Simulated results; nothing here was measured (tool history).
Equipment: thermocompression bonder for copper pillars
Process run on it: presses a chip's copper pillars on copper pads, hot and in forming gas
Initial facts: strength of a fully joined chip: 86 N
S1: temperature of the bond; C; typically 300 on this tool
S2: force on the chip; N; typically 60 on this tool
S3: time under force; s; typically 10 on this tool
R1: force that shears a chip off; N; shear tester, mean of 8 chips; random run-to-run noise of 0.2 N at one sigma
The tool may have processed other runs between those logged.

| run | day | S1 | S2 | S3 | R1 |
|---|---|---|---|---|---|
| 1 | 0 | 300 | 60 | 10 | 58.4 |
| 2 | 0.467 | 279 | 60 | 10 | 50.3 |
| 3 | 0.762 | 279 | 49 | 10 | 45.6 |
| 4 | 1.242 | 279 | 54 | 10 | 47.9 |
| 5 | 1.679 | 300 | 66 | 10 | 60.6 |
| 6 | 2.221 | 300 | 66 | 10 | 60.4 |
| 7 | 2.638 | 300 | 66 | 10 | 60.5 |
| 8 | 3.075 | 300 | 66 | 10 | 60.3 |
| 9 | 3.642 | 300 | 66 | 10 | 60.4 |
| 10 | 3.929 | 300 | 66 | 10 | 60.8 |
| 11 | 4.35 | 300 | 66 | 24 | 72.4 |
| 12 | 4.629 | 300 | 60 | 10 | 58.7 |
| 13 | 5.162 | 311 | 60 | 10 | 62.5 |
| 14 | 5.55 | 305 | 63 | 8 | 58.3 |
| 15 | 5.925 | 313 | 67 | 8 | 62.4 |
|  | 6.029 | force cell calibrated |
| 16 | 6.429 | 318 | 79 | 8 | 67.8 |
| 17 | 6.75 | 327 | 80 | 16 | 78.1 |
|  | 7.138 | force cell calibrated, once more |
| 18 | 7.429 | 310 | 43 | 16 | 61.5 |
| 19 | 7.862 | 295 | 80 | 6 | 54.9 |
| 20 | 8.25 | 307 | 65 | 19 | 71.1 |
| 21 | 8.788 | 279 | 77 | 6 | 47.6 |
| 22 | 9.204 | 302 | 77 | 15 | 69.8 |
| 23 | 9.742 | 302 | 77 | 15 | 69.6 |

Below are 3 alternative next runs, each starting from the tool's condition after run 23. Predict each:
| A | 10.15 | 283 | 85 | 19 | ? |
| B | 10.15 | 274 | 51 | 15 | ? |
| C | 10.15 | 306 | 89 | 10 | ? |

| run | R1 |
|---|---|
| A | 68.7 |
| B | 50.8 |
| C | 68.3 |
Without the tool's hidden state the same runs would have given:
| run | R1 |
|---|---|
| A | 67.4 |
| B | 49 |
| C | 67.1 |
